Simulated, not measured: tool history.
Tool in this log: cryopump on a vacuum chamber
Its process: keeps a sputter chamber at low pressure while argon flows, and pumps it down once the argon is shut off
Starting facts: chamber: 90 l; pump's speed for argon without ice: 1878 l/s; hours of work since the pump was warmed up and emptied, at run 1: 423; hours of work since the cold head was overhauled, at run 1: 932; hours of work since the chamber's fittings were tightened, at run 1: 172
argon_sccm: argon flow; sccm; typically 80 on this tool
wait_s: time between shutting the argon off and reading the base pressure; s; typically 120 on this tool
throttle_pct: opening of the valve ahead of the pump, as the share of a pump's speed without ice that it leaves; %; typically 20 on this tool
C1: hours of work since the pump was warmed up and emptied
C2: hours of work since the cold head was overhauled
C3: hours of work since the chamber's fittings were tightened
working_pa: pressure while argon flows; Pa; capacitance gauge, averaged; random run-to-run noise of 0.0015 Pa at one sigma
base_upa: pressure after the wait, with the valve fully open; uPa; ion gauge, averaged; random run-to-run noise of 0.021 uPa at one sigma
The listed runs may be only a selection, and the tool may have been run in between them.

Run 1, day 0: usual settings; C1 423; C2 932; C3 172. Result: working_pa 0.3823 Pa, base_upa 0.58 uPa.
Run 2, day 1.717: usual settings; C1 449; C2 958; C3 197. Result: working_pa 0.384 Pa, base_upa 0.62 uPa.
At day 3.217: pump warmed up, emptied and cooled again.
Run 3, day 4.888: usual settings but argon_sccm 119 sccm; C1 25; C2 1002; C3 242. Result: working_pa 0.5376 Pa, base_upa 0.56 uPa.
Run 4, day 7.204: usual settings but argon_sccm 119 sccm; C1 60; C2 1037; C3 276. Result: working_pa 0.5397 Pa, base_upa 0.58 uPa.
Run 5, day 9.971: usual settings but argon_sccm 119 sccm; C1 101; C2 1079; C3 318. Result: working_pa 0.5425 Pa, base_upa 0.61 uPa.
Run 6, day 12.05: usual settings; C1 132; C2 1110; C3 349. Result: working_pa 0.3639 Pa, base_upa 0.6 uPa.
Run 7, day 15: usual settings but argon_sccm 120 sccm; C1 176; C2 1154; C3 393. Result: working_pa 0.5564 Pa, base_upa 0.67 uPa.
Run 8, day 17.367: usual settings but argon_sccm 78 sccm; C1 212; C2 1189; C3 428. Result: working_pa 0.3619 Pa, base_upa 0.69 uPa.
Run 9, day 19.029: usual settings but argon_sccm 78 sccm; C1 237; C2 1214; C3 453. Result: working_pa 0.3614 Pa, base_upa 0.76 uPa.
Run 10, day 20.871: usual settings but argon_sccm 77 sccm, wait_s 52 s, throttle_pct 42 %; C1 264; C2 1242; C3 481. Result: working_pa 0.1779 Pa, base_upa 1.04 uPa.
Run 11, day 24.275: usual settings but argon_sccm 35 sccm, wait_s 164 s; C1 315; C2 1293; C3 532. Result: working_pa 0.165 Pa, base_upa 0.71 uPa.
Run 12, day 26.908: usual settings but wait_s 122 s; C1 355; C2 1332; C3 571. Result: working_pa 0.3807 Pa, base_upa 0.86 uPa.
Run 13, day 29.008: usual settings but wait_s 21 s, throttle_pct 27 %; C1 386; C2 1363; C3 603. Result: working_pa 0.2878 Pa, base_upa 1.85 uPa.

Here are 4 independent what-if runs from the current tool condition. What would each one return?
Run A, day 32.308: usual settings but argon_sccm 144 sccm, wait_s 143 s, throttle_pct 52 %; C1 436; C2 1413; C3 652. Result: working_pa ?, base_upa ?.
Run B, day 32.308: usual settings but argon_sccm 77 sccm, wait_s 21 s, throttle_pct 27 %; C1 436; C2 1413; C3 652. Result: working_pa ?, base_upa ?.
Run C, day 32.308: usual settings but argon_sccm 112 sccm, wait_s 57 s, throttle_pct 53 %; C1 436; C2 1413; C3 652. Result: working_pa ?, base_upa ?.
Run D, day 32.308: usual settings but argon_sccm 42 sccm, wait_s 124 s; C1 436; C2 1413; C3 652. Result: working_pa ?, base_upa ?.

run  working_pa  base_upa
  A      0.2939       0.9
  B      0.2802       1.9
  C      0.2279      1.17
  D      0.2022      0.97
The same runs, with their run-to-run variation unchanged, on a tool lacking any hidden condition would have given:
run  working_pa  base_upa
  A      0.2474      0.34
  B      0.2553      1.33
  C      0.1914      0.61
  D      0.1885      0.39
